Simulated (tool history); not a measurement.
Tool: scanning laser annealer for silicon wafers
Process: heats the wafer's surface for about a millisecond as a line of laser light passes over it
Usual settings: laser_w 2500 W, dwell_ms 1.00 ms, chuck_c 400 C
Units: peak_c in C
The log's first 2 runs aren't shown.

run	hour	laser_w	dwell_ms	chuck_c	hours of work since the window was cleaned	hours of work since the power meter was calibrated	hours of work since the optics were aligned	peak_c
3	86.8	2500	1.00	400	143	727	1279	1212
4	114.3	2500	1.00	405	160	744	1296	1213
5	152.9	2504	1.00	400	184	768	1320	1206
6	196.5	2504	1.00	400	212	795	1347	1204
7	251.1	2500	1.00	432	246	829	1381	1230
8	292.4	2500	1.00	400	271	855	1407	1192
9	332.5	2500	1.00	400	296	880	1432	1192
# hour 357.9: window over the wafer cleaned
10	386.5	2500	1.00	435	18	913	1465	1261
11	433.1	2500	1.00	435	47	942	1494	1257
# hour 449.8: optics aligned, line set to its width
12	466.0	2629	1.00	435	64	959	10	1326
13	495.6	2629	1.00	435	83	978	29	1321
14	518.8	2500	1.00	400	97	992	43	1230
15	548.0	2500	1.00	400	116	1011	61	1229
16	587.8	2500	1.00	400	140	1035	86	1224
17	630.4	2500	1.00	400	167	1062	113	1219
18	658.2	2433	0.92	400	184	1079	130	1162
19	694.8	2500	1.19	392	207	1102	153	1273
20	747.4	2500	1.19	392	240	1135	186	1266
21	782.8	2574	1.05	384	262	1157	208	1241

Run 22 comes next. What will it give?
22	818.1	2574	1.05	384	284	1179	230	?

peak_c: 1232 C
Without the tool's hidden state the same run would have given peak_c 1278 C.
